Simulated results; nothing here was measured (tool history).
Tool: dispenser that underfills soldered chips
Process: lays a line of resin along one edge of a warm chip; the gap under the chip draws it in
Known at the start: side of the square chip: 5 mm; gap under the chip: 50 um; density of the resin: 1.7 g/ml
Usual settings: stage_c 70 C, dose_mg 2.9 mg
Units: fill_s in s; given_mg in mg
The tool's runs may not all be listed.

Run 1, hour 0: usual settings. Result: fill_s 19.7 s, given_mg 2.826 mg.
At hour 3.1: new syringe of resin.
At hour 14.4: new syringe of resin.
Run 2, hour 14.7: usual settings. Result: fill_s 14.3 s, given_mg 2.814 mg.
At hour 26.3: new syringe of resin.
Run 3, hour 27.7: usual settings. Result: fill_s 15.3 s, given_mg 2.798 mg.
At hour 38.2: new syringe of resin.
Run 4, hour 42: usual settings. Result: fill_s 16.6 s, given_mg 2.783 mg.
At hour 50.7: new syringe of resin.
Run 5, hour 52.5: usual settings but dose_mg 2.6 mg. Result: fill_s 16.2 s, given_mg 2.477 mg.
Run 6, hour 59.3: usual settings. Result: fill_s 19.7 s, given_mg 2.783 mg.
At hour 62.8: new syringe of resin.
Run 7, hour 72.8: usual settings. Result: fill_s 20.2 s, given_mg 2.759 mg.
At hour 74.5: new syringe of resin.
At hour 86.5: new syringe of resin.
Run 8, hour 87.3: usual settings but dose_mg 2.57 mg. Result: fill_s 15.9 s, given_mg 2.431 mg.
At hour 97.7: new syringe of resin.
Run 9, hour 100.7: usual settings but stage_c 60 C. Result: fill_s 21.7 s, given_mg 2.723 mg.
At hour 109.6: new syringe of resin.
Run 10, hour 114.5: usual settings but dose_mg 3.27 mg. Result: fill_s 17.2 s, given_mg 3.066 mg.
At hour 121.2: new syringe of resin.
Run 11, hour 126.8: usual settings but dose_mg 3.27 mg. Result: fill_s 17.2 s, given_mg 3.062 mg.
At hour 133.2: new syringe of resin.
Run 12, hour 134.7: usual settings but dose_mg 3.27 mg. Result: fill_s 14.8 s, given_mg 3.067 mg.
At hour 145: new syringe of resin.
Run 13, hour 145.8: usual settings but stage_c 63 C, dose_mg 2.92 mg. Result: fill_s 18.2 s, given_mg 2.727 mg.
At hour 149.7: dispensing valve cleaned and set on the balance.
At hour 157.5: new syringe of resin.
Run 14, hour 161.8: usual settings but stage_c 71 C, dose_mg 2.5 mg. Result: fill_s 16.2 s, given_mg 2.475 mg.
At hour 169.1: new syringe of resin.
Run 15, hour 172.7: usual settings but stage_c 74 C, dose_mg 2.55 mg. Result: fill_s 15 s, given_mg 2.538 mg.
Run 16, hour 178.8: usual settings but dose_mg 2.94 mg. Result: fill_s 19.5 s, given_mg 2.927 mg.
At hour 180.9: new syringe of resin.
At hour 193: new syringe of resin.
Run 17, hour 194.2: usual settings but dose_mg 2.94 mg. Result: fill_s 15.1 s, given_mg 2.9 mg.
At hour 204.9: new syringe of resin.
Run 18, hour 207: usual settings but dose_mg 2.94 mg. Result: fill_s 15.4 s, given_mg 2.895 mg.
At hour 208.8: stage's temperature calibrated.
Run 19, hour 216.4: usual settings but dose_mg 3.09 mg. Result: fill_s 21.8 s, given_mg 3.039 mg.
At hour 217.6: new syringe of resin.
At hour 229.6: new syringe of resin.
Run 20, hour 231.4: usual settings but stage_c 66 C, dose_mg 2.96 mg. Result: fill_s 19.2 s, given_mg 2.898 mg.
At hour 241.1: new syringe of resin.
Run 21, hour 243.4: usual settings but stage_c 83 C, dose_mg 2.52 mg. Result: fill_s 12.4 s, given_mg 2.456 mg.

The same runs without the tool's hidden state, with the same run-to-run variation:
The hidden state here: resin's viscosity, % of fresh resin's; dose that the valve gives, % of what is set; true chip temperature over the reading, C; drift of the gauge itself on fill_s, %; drift of the gauge itself on given_mg, %.
run  fill_s  given_mg
  1    15.2     2.908
  2    14.9     2.908
  3    15.5     2.902
  4    15.2     2.898
  5    15.9     2.588
  6    15.3     2.913
  7      15     2.898
  8    15.9     2.563
  9    20.7     2.882
 10    15.2     3.257
 11    14.7     3.265
 12    14.8     3.277
 13    18.8     2.924
 14    15.4     2.483
 15    14.3     2.553
 16      15     2.949
 17    15.8     2.934
 18    15.2     2.939
 19    14.8     3.093
 20    17.9      2.96
 21    11.2     2.518

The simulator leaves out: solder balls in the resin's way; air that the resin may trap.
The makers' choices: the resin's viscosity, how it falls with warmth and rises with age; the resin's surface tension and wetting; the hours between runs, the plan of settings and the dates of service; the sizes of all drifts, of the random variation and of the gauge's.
